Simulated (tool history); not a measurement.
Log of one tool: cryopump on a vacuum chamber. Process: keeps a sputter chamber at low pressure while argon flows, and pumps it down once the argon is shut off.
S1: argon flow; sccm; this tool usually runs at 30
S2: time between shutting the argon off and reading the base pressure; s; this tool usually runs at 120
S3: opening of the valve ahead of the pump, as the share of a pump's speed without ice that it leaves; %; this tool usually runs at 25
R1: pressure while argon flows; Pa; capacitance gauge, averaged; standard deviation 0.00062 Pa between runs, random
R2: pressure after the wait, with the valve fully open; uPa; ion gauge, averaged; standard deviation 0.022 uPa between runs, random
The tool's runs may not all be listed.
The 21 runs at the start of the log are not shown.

Run 22, day 23.742: usual settings but S1 32 sccm, S2 28 s, S3 15 %. Result: R1 0.1633 Pa, R2 3.64 uPa.
Run 23, day 24.579: usual settings but S1 32 sccm, S2 28 s, S3 15 %. Result: R1 0.1644 Pa, R2 3.71 uPa.
Run 24, day 25.275: usual settings but S1 32 sccm, S2 28 s, S3 15 %. Result: R1 0.1656 Pa, R2 3.70 uPa.
Run 25, day 26.638: usual settings but S3 35 %. Result: R1 0.0670 Pa, R2 1.89 uPa.
Run 26, day 27.733: usual settings but S1 50 sccm, S2 55 s, S3 26 %. Result: R1 0.1501 Pa, R2 2.55 uPa.
Run 27, day 29.088: usual settings but S1 34 sccm, S2 95 s, S3 33 %. Result: R1 0.0807 Pa, R2 2.17 uPa.
Run 28, day 30.458: usual settings but S2 149 s, S3 33 %. Result: R1 0.0722 Pa, R2 1.85 uPa.
Run 29, day 31.475: usual settings but S1 41 sccm, S2 206 s, S3 33 %. Result: R1 0.0980 Pa, R2 1.77 uPa.
Run 30, day 32.346: usual settings but S1 13 sccm, S3 15 %. Result: R1 0.0668 Pa, R2 2.12 uPa.
Run 31, day 33.054: usual settings but S1 46 sccm, S2 266 s, S3 31 %. Result: R1 0.1170 Pa, R2 1.83 uPa.
Run 32, day 34.517: usual settings but S1 14 sccm, S2 266 s, S3 31 %. Result: R1 0.0373 Pa, R2 1.82 uPa.
Run 33, day 35.600: usual settings but S1 56 sccm, S2 22 s, S3 20 %. Result: R1 0.2218 Pa, R2 4.56 uPa.
Run 34, day 36.596: usual settings but S1 22 sccm, S2 131 s, S3 60 %. Result: R1 0.0312 Pa, R2 2.08 uPa.

Branching from run 34: 4 alternative next runs. What would each branch give?
Run A, day 37.225: usual settings but S1 19 sccm, S2 42 s, S3 26 %. Result: R1 ?, R2 ?.
Run B, day 37.225: usual settings but S1 22 sccm, S2 131 s, S3 50 %. Result: R1 ?, R2 ?.
Run C, day 37.225: usual settings but S1 22 sccm, S2 160 s, S3 57 %. Result: R1 ?, R2 ?.
Run D, day 37.225: usual settings but S1 48 sccm, S2 131 s, S3 60 %. Result: R1 ?, R2 ?.

run      R1    R2
  A  0.0577  3.22
  B  0.0372  2.20
  C  0.0325  2.03
  D  0.0681  2.21
Had the tool no hidden state, the same runs would have come out as:
run      R1    R2
  A  0.0549  1.73
  B  0.0340  0.67
  C  0.0293  0.52
  D  0.0612  0.66
